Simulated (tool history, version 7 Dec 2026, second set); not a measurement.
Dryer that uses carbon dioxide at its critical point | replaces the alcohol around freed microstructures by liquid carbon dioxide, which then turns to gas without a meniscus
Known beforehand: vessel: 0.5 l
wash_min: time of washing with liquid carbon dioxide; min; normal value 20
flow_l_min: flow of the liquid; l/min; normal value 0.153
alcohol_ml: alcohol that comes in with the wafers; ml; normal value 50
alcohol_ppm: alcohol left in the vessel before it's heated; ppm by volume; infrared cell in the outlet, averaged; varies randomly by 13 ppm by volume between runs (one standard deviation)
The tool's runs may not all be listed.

run 1 hour=0.0 | wash_min=20 flow_l_min=0.153 alcohol_ml=50 | alcohol_ppm=1025
run 2 hour=24.3 | wash_min=20 flow_l_min=0.153 alcohol_ml=23 | alcohol_ppm=495
run 3 hour=55.0 | wash_min=20 flow_l_min=0.153 alcohol_ml=23 | alcohol_ppm=515
run 4 hour=90.8 | wash_min=20 flow_l_min=0.153 alcohol_ml=23 | alcohol_ppm=513
run 5 hour=122.3 | wash_min=20 flow_l_min=0.153 alcohol_ml=28 | alcohol_ppm=632
run 6 hour=161.1 | wash_min=20 flow_l_min=0.153 alcohol_ml=50 | alcohol_ppm=1142
run 7 hour=202.4 | wash_min=20 flow_l_min=0.228 alcohol_ml=50 | alcohol_ppm=126
-- hour=207.1 inlet filter changed
run 8 hour=227.6 | wash_min=20 flow_l_min=0.228 alcohol_ml=65 | alcohol_ppm=122
run 9 hour=267.2 | wash_min=24 flow_l_min=0.153 alcohol_ml=50 | alcohol_ppm=373
run 10 hour=308.6 | wash_min=20 flow_l_min=0.153 alcohol_ml=50 | alcohol_ppm=916
run 11 hour=333.9 | wash_min=20 flow_l_min=0.153 alcohol_ml=50 | alcohol_ppm=933
run 12 hour=368.2 | wash_min=30 flow_l_min=0.153 alcohol_ml=50 | alcohol_ppm=144
run 13 hour=400.0 | wash_min=20 flow_l_min=0.153 alcohol_ml=50 | alcohol_ppm=966
run 14 hour=420.0 | wash_min=20 flow_l_min=0.153 alcohol_ml=50 | alcohol_ppm=977
run 15 hour=453.4 | wash_min=26 flow_l_min=0.153 alcohol_ml=50 | alcohol_ppm=281
run 16 hour=489.7 | wash_min=26 flow_l_min=0.153 alcohol_ml=45 | alcohol_ppm=277
run 17 hour=514.1 | wash_min=26 flow_l_min=0.153 alcohol_ml=45 | alcohol_ppm=283
run 18 hour=532.8 | wash_min=26 flow_l_min=0.153 alcohol_ml=45 | alcohol_ppm=282
run 19 hour=552.8 | wash_min=20 flow_l_min=0.153 alcohol_ml=50 | alcohol_ppm=1059
run 20 hour=574.3 | wash_min=20 flow_l_min=0.153 alcohol_ml=50 | alcohol_ppm=1071
run 21 hour=613.0 | wash_min=20 flow_l_min=0.153 alcohol_ml=50 | alcohol_ppm=1099
run 22 hour=637.9 | wash_min=20 flow_l_min=0.215 alcohol_ml=50 | alcohol_ppm=215
run 23 hour=676.7 | wash_min=20 flow_l_min=0.215 alcohol_ml=30 | alcohol_ppm=173
run 24 hour=707.5 | wash_min=28 flow_l_min=0.153 alcohol_ml=50 | alcohol_ppm=254
run 25 hour=746.3 | wash_min=18 flow_l_min=0.182 alcohol_ml=21 | alcohol_ppm=414
-- hour=753.9 inlet filter changed
run 26 hour=781.0 | wash_min=20 flow_l_min=0.211 alcohol_ml=25 | alcohol_ppm=143
run 27 hour=812.8 | wash_min=31 flow_l_min=0.117 alcohol_ml=29 | alcohol_ppm=313
run 28 hour=841.7 | wash_min=31 flow_l_min=0.153 alcohol_ml=38 | alcohol_ppm=140
run 29 hour=860.3 | wash_min=13 flow_l_min=0.122 alcohol_ml=61 | alcohol_ppm=11313
run 30 hour=903.0 | wash_min=13 flow_l_min=0.122 alcohol_ml=34 | alcohol_ppm=6225
run 31 hour=928.2 | wash_min=13 flow_l_min=0.122 alcohol_ml=114 | alcohol_ppm=20962
run 32 hour=949.2 | wash_min=13 flow_l_min=0.122 alcohol_ml=114 | alcohol_ppm=21056
run 33 hour=980.4 | wash_min=13 flow_l_min=0.122 alcohol_ml=114 | alcohol_ppm=21670
run 34 hour=1008.1 | wash_min=21 flow_l_min=0.161 alcohol_ml=29 | alcohol_ppm=432
run 35 hour=1042.9 | wash_min=21 flow_l_min=0.161 alcohol_ml=29 | alcohol_ppm=436
run 36 hour=1080.7 | wash_min=14 flow_l_min=0.194 alcohol_ml=53 | alcohol_ppm=1761
run 37 hour=1111.1 | wash_min=14 flow_l_min=0.194 alcohol_ml=53 | alcohol_ppm=1775
run 38 hour=1148.8 | wash_min=14 flow_l_min=0.221 alcohol_ml=53 | alcohol_ppm=991
run 39 hour=1191.6 | wash_min=14 flow_l_min=0.221 alcohol_ml=53 | alcohol_ppm=1045
run 40 hour=1219.0 | wash_min=19 flow_l_min=0.153 alcohol_ml=21 | alcohol_ppm=680
run 41 hour=1240.9 | wash_min=18 flow_l_min=0.196 alcohol_ml=22 | alcohol_ppm=332
run 42 hour=1261.1 | wash_min=18 flow_l_min=0.196 alcohol_ml=22 | alcohol_ppm=348
-- hour=1299.8 inlet filter changed
run 43 hour=1299.8 | wash_min=18 flow_l_min=0.245 alcohol_ml=62 | alcohol_ppm=214
run 44 hour=1335.6 | wash_min=25 flow_l_min=0.110 alcohol_ml=85 | alcohol_ppm=2786
run 45 hour=1357.1 | wash_min=19 flow_l_min=0.119 alcohol_ml=51 | alcohol_ppm=3329
run 46 hour=1386.5 | wash_min=22 flow_l_min=0.226 alcohol_ml=50 | alcohol_ppm=170
run 47 hour=1419.3 | wash_min=14 flow_l_min=0.153 alcohol_ml=22 | alcohol_ppm=1707

Forecast each of these 4 alternatives for the next run:
run A hour=1447.9 | wash_min=28 flow_l_min=0.099 alcohol_ml=21 | alcohol_ppm=?
run B hour=1447.9 | wash_min=20 flow_l_min=0.153 alcohol_ml=26 | alcohol_ppm=?
run C hour=1447.9 | wash_min=14 flow_l_min=0.153 alcohol_ml=54 | alcohol_ppm=?
run D hour=1447.9 | wash_min=27 flow_l_min=0.144 alcohol_ml=98 | alcohol_ppm=?

run=A alcohol_ppm=822
run=B alcohol_ppm=598
run=C alcohol_ppm=4135
run=D alcohol_ppm=638
Without the tool's hidden state the same runs would have given:
run=A alcohol_ppm=614
run=B alcohol_ppm=409
run=C alcohol_ppm=3645
run=D alcohol_ppm=430

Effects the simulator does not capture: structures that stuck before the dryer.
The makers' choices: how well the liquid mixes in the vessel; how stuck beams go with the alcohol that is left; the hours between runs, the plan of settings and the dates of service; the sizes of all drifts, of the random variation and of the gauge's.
